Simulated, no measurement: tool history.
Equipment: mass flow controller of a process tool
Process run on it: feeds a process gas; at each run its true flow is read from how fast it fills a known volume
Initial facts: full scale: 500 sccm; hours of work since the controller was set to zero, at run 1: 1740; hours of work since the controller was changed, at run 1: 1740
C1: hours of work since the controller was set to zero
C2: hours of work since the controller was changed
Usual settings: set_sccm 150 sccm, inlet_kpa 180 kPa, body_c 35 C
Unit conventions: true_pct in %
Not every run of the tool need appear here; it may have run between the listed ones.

{"run": 1, "hour": 0.0, "set_sccm": 150, "inlet_kpa": 180, "body_c": 35, "C1": 1740, "C2": 1740, "true_pct": 99.12}
{"run": 2, "hour": 78.6, "set_sccm": 150, "inlet_kpa": 180, "body_c": 35, "C1": 1800, "C2": 1800, "true_pct": 99.31}
{"run": 3, "hour": 119.3, "set_sccm": 150, "inlet_kpa": 180, "body_c": 35, "C1": 1832, "C2": 1832, "true_pct": 99.14}
{"run": 4, "hour": 187.9, "set_sccm": 150, "inlet_kpa": 180, "body_c": 35, "C1": 1885, "C2": 1885, "true_pct": 99.27}
{"run": 5, "hour": 259.0, "set_sccm": 50, "inlet_kpa": 180, "body_c": 35, "C1": 1939, "C2": 1939, "true_pct": 98.0}
{"run": 6, "hour": 333.0, "set_sccm": 50, "inlet_kpa": 180, "body_c": 35, "C1": 1996, "C2": 1996, "true_pct": 97.87}
{"run": 7, "hour": 407.7, "set_sccm": 50, "inlet_kpa": 180, "body_c": 35, "C1": 2054, "C2": 2054, "true_pct": 97.93}
{"run": 8, "hour": 445.5, "set_sccm": 50, "inlet_kpa": 180, "body_c": 35, "C1": 2083, "C2": 2083, "true_pct": 97.9}
{"run": 9, "hour": 482.4, "set_sccm": 150, "inlet_kpa": 180, "body_c": 33, "C1": 2112, "C2": 2112, "true_pct": 99.06}
{"run": 10, "hour": 540.1, "set_sccm": 331, "inlet_kpa": 180, "body_c": 33, "C1": 2156, "C2": 2156, "true_pct": 100.12}
{"run": 11, "hour": 613.3, "set_sccm": 150, "inlet_kpa": 143, "body_c": 35, "C1": 2213, "C2": 2213, "true_pct": 99.38}
{"run": 12, "hour": 671.1, "set_sccm": 150, "inlet_kpa": 143, "body_c": 35, "C1": 2257, "C2": 2257, "true_pct": 99.51}
{"run": 13, "hour": 716.5, "set_sccm": 299, "inlet_kpa": 171, "body_c": 35, "C1": 2292, "C2": 2292, "true_pct": 100.17}
{"run": 14, "hour": 778.6, "set_sccm": 483, "inlet_kpa": 185, "body_c": 35, "C1": 2340, "C2": 2340, "true_pct": 100.67}
{"run": 15, "hour": 844.0, "set_sccm": 150, "inlet_kpa": 261, "body_c": 29, "C1": 2390, "C2": 2390, "true_pct": 98.62}
{"run": 16, "hour": 903.7, "set_sccm": 150, "inlet_kpa": 261, "body_c": 29, "C1": 2436, "C2": 2436, "true_pct": 98.72}
{"hour": 910.7, "done": "controller's zero set anew"}
{"run": 17, "hour": 937.9, "set_sccm": 150, "inlet_kpa": 261, "body_c": 29, "C1": 21, "C2": 2462, "true_pct": 98.27}
{"run": 18, "hour": 977.4, "set_sccm": 150, "inlet_kpa": 261, "body_c": 29, "C1": 51, "C2": 2493, "true_pct": 98.16}
{"run": 19, "hour": 1040.3, "set_sccm": 78, "inlet_kpa": 180, "body_c": 25, "C1": 100, "C2": 2541, "true_pct": 97.27}
{"hour": 1052.4, "done": "controller's zero set anew, once more"}
{"run": 20, "hour": 1086.6, "set_sccm": 78, "inlet_kpa": 180, "body_c": 25, "C1": 26, "C2": 2577, "true_pct": 99.26}
{"run": 21, "hour": 1148.9, "set_sccm": 52, "inlet_kpa": 146, "body_c": 24, "C1": 74, "C2": 2625, "true_pct": 99.19}
{"run": 22, "hour": 1185.2, "set_sccm": 414, "inlet_kpa": 180, "body_c": 34, "C1": 102, "C2": 2653, "true_pct": 100.74}
{"run": 23, "hour": 1242.6, "set_sccm": 378, "inlet_kpa": 228, "body_c": 20, "C1": 147, "C2": 2697, "true_pct": 100.0}

What if the next run were any one of these 3? Each begins from the tool's condition after run 23:
{"run": "A", "hour": 1298.2, "set_sccm": 86, "inlet_kpa": 228, "body_c": 20, "C1": 190, "C2": 2740, "true_pct": "?"}
{"run": "B", "hour": 1298.2, "set_sccm": 378, "inlet_kpa": 147, "body_c": 24, "C1": 190, "C2": 2740, "true_pct": "?"}
{"run": "C", "hour": 1298.2, "set_sccm": 150, "inlet_kpa": 180, "body_c": 34, "C1": 190, "C2": 2740, "true_pct": "?"}

run=A true_pct=98.95
run=B true_pct=100.42
run=C true_pct=99.93
Stripped of hidden state, with their random variation kept, the same runs would have yielded:
run=A true_pct=98.45
run=B true_pct=99.77
run=C true_pct=99.35

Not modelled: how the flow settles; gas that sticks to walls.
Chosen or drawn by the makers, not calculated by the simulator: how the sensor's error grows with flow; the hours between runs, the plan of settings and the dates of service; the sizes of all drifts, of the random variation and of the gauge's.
